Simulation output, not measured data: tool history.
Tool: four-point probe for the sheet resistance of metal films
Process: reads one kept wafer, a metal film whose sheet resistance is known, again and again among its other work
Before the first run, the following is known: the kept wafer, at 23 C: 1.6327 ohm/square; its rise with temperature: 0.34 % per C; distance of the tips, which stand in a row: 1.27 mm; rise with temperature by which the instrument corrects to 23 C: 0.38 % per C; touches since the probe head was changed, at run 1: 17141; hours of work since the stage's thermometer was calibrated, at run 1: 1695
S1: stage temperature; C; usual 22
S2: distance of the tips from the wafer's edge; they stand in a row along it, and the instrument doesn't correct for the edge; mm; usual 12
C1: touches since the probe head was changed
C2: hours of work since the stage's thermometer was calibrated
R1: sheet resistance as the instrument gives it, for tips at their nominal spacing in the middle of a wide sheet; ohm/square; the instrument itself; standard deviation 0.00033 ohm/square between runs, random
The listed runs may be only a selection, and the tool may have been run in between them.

run,day,S1,S2,C1,C2,R1
1,0,22,12,17141,1695,1.644507
2,1.054,22,12,17970,1710,1.644849
3,2.321,22,12,18964,1727,1.645385
4,3.183,22,12,19641,1740,1.644993
5,3.929,22,46,20227,1750,1.636094
6,5.067,22,46,21120,1766,1.635509
7,5.971,22,46,21831,1779,1.635544
8,6.75,22,46,22442,1790,1.636396
9,8.062,22,46,23471,1808,1.636055
10,9.275,26,5,24423,1826,1.686409
11,10.125,22,11,25090,1837,1.647203
12,11.3,22,11,26015,1854,1.647094
13,12.608,24,49,27040,1872,1.634579
14,13.596,24,49,27818,1886,1.634944
15,14.504,24,49,28530,1899,1.634942

Table of differences, measured result less the result of that run with no hidden state. Run-to-run variation is the same in both. Gauge scatter possibly is not:
What the log doesn't record here: inner tips' distance over the nominal, %; tips' flats over new ones', %; wafer's true temperature over the reading, C; drift of the gauge itself on sheet_ohm, %.
run,R1
1,+0.001497
2,+0.001549
3,+0.001608
4,+0.001648
5,+0.001677
6,+0.001729
7,+0.001768
8,+0.001804
9,+0.001868
10,+0.001965
11,+0.001971
12,+0.002026
13,+0.002063
14,+0.002108
15,+0.002151

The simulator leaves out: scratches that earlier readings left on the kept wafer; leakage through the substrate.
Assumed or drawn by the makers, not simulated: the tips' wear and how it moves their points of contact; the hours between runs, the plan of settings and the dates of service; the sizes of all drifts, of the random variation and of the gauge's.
